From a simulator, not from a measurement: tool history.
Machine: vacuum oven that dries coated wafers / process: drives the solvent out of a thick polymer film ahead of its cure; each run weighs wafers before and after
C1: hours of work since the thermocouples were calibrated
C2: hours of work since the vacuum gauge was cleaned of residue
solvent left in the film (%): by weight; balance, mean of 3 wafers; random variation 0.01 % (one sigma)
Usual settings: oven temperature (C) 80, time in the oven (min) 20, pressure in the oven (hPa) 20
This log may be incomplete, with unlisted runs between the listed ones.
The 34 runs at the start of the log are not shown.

Run 35, hour 455.5: usual settings but oven temperature (C) 88, time in the oven (min) 22, pressure in the oven (hPa) 46.6; C1 74; C2 39. Result: solvent left in the film (%) 3.42.
Run 36, hour 464.1: usual settings but oven temperature (C) 78, pressure in the oven (hPa) 20.7; C1 79; C2 44. Result: solvent left in the film (%) 3.69.
Run 37, hour 482.6: usual settings but oven temperature (C) 88, time in the oven (min) 28, pressure in the oven (hPa) 26.1; C1 89; C2 54. Result: solvent left in the film (%) 1.92.
Run 38, hour 492.2: usual settings but oven temperature (C) 88, time in the oven (min) 11, pressure in the oven (hPa) 40.6; C1 94; C2 59. Result: solvent left in the film (%) 3.88.
Run 39, hour 506.5: usual settings but oven temperature (C) 88, time in the oven (min) 11, pressure in the oven (hPa) 40.6; C1 102; C2 67. Result: solvent left in the film (%) 3.88.
Run 40, hour 522.6: usual settings but oven temperature (C) 88, time in the oven (min) 11, pressure in the oven (hPa) 40.6; C1 111; C2 76. Result: solvent left in the film (%) 3.9.
Run 41, hour 531.3: usual settings but time in the oven (min) 26, pressure in the oven (hPa) 28.3; C1 116; C2 81. Result: solvent left in the film (%) 3.2.
Run 42, hour 550.1: usual settings but oven temperature (C) 82, pressure in the oven (hPa) 13.4; C1 126; C2 91. Result: solvent left in the film (%) 1.85.
Run 43, hour 564.8: usual settings but oven temperature (C) 83, time in the oven (min) 14, pressure in the oven (hPa) 32.7; C1 134; C2 99. Result: solvent left in the film (%) 4.21.
Run 44, hour 576.4: usual settings but oven temperature (C) 77, pressure in the oven (hPa) 11.8; C1 140; C2 105. Result: solvent left in the film (%) 3.15.
Run 45, hour 588.4: usual settings but oven temperature (C) 71, time in the oven (min) 35, pressure in the oven (hPa) 58.6; C1 147; C2 112. Result: solvent left in the film (%) 9.39.
Run 46, hour 601: usual settings but oven temperature (C) 71, time in the oven (min) 35, pressure in the oven (hPa) 58.6; C1 154; C2 119. Result: solvent left in the film (%) 9.43.
Run 47, hour 612.7: usual settings but oven temperature (C) 67, time in the oven (min) 14; C1 160; C2 125. Result: solvent left in the film (%) 11.18.
Run 48, hour 622: usual settings but oven temperature (C) 67, time in the oven (min) 29, pressure in the oven (hPa) 54.4; C1 165; C2 130. Result: solvent left in the film (%) 11.8.

Each row is a separate what-if for the run after 48, all from the same tool condition, not one after another. Results?
Run A, hour 632.4: usual settings but oven temperature (C) 95; C1 171; C2 136. Result: solvent left in the film (%) ?.
Run B, hour 632.4: usual settings but oven temperature (C) 93, time in the oven (min) 16; C1 171; C2 136. Result: solvent left in the film (%) ?.
Run C, hour 632.4: usual settings but oven temperature (C) 72, time in the oven (min) 24, pressure in the oven (hPa) 27.6; C1 171; C2 136. Result: solvent left in the film (%) ?.

run  solvent left in the film (%)
  A                          1.13
  B                          1.27
  C                          6.27
What these runs would have given with no unlogged condition in the tool:
run  solvent left in the film (%)
  A                          1.11
  B                          1.24
  C                          6.14

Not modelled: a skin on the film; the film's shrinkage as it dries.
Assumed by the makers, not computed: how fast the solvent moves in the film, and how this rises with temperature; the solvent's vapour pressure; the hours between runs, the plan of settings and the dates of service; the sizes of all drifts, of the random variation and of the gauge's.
